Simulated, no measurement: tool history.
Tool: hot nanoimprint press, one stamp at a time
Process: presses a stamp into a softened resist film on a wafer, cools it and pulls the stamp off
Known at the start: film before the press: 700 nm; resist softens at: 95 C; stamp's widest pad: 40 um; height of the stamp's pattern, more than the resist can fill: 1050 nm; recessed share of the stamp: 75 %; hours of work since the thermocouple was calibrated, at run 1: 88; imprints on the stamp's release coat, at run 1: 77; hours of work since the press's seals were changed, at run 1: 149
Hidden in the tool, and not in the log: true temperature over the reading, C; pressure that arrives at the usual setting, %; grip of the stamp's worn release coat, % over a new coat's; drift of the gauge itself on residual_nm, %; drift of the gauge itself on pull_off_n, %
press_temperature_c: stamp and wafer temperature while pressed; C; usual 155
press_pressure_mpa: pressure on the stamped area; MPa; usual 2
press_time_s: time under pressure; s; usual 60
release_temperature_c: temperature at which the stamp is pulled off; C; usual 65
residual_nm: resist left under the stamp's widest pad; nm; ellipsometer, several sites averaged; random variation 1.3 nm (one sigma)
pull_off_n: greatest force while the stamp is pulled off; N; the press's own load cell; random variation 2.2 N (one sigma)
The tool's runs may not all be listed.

run,hour,press_temperature_c,press_pressure_mpa,press_time_s,release_temperature_c,hours of work since the thermocouple was calibrated,imprints on the stamp's release coat,hours of work since the press's seals were changed,residual_nm,pull_off_n
1,0,155,2,60,65,88,77,149,409.3,189
2,6.5,155,2,60,65,92,96,153,413.3,189
3,14,155,2,60,65,95,118,156,409.1,188
4,23.3,155,2,60,65,100,145,161,409.5,193
5,30.5,155,1.35,60,65,104,166,165,484.5,192
6,38.6,155,1.35,60,65,108,189,169,482,193
7,48.8,155,2,60,65,113,219,174,410,193
8,61.8,155,2,60,66,120,257,181,409.1,193
9,68.3,155,2,60,68,123,276,184,410.6,185
10,77.9,155,2,60,65,128,304,189,410,192
11,86.4,154,2,94,65,132,328,193,369.3,194
12,98.4,162,1.48,94,65,138,363,199,322.7,196
13,109.4,151,2,35,65,144,395,205,527.4,198
14,120.1,158,1.88,35,61,149,427,210,444.3,208
15,126.6,157,1.4,60,65,153,445,214,448.5,200
16,135.1,157,1.4,60,65,157,470,218,449.6,198
17,142.1,157,1.4,60,65,160,491,221,450.6,201
18,149.3,157,1.4,60,65,164,511,225,446.3,203
19,157.9,155,2.99,60,65,168,537,230,334.6,204

Forecast each of these 4 alternatives for the next run:
A,167.6,155,2.02,60,65,173,565,234,?,?
B,167.6,151,2.42,60,51,173,565,234,?,?
C,167.6,155,2.99,36,65,173,565,234,?,?
D,167.6,155,2,72,65,173,565,234,?,?

run,residual_nm,pull_off_n
A,406.1,202
B,432.9,244
C,390.7,204
D,386.9,198
Without the tool's hidden state the same runs would have given:
run,residual_nm,pull_off_n
A,412.2,187
B,439,224
C,394.6,188
D,393,182

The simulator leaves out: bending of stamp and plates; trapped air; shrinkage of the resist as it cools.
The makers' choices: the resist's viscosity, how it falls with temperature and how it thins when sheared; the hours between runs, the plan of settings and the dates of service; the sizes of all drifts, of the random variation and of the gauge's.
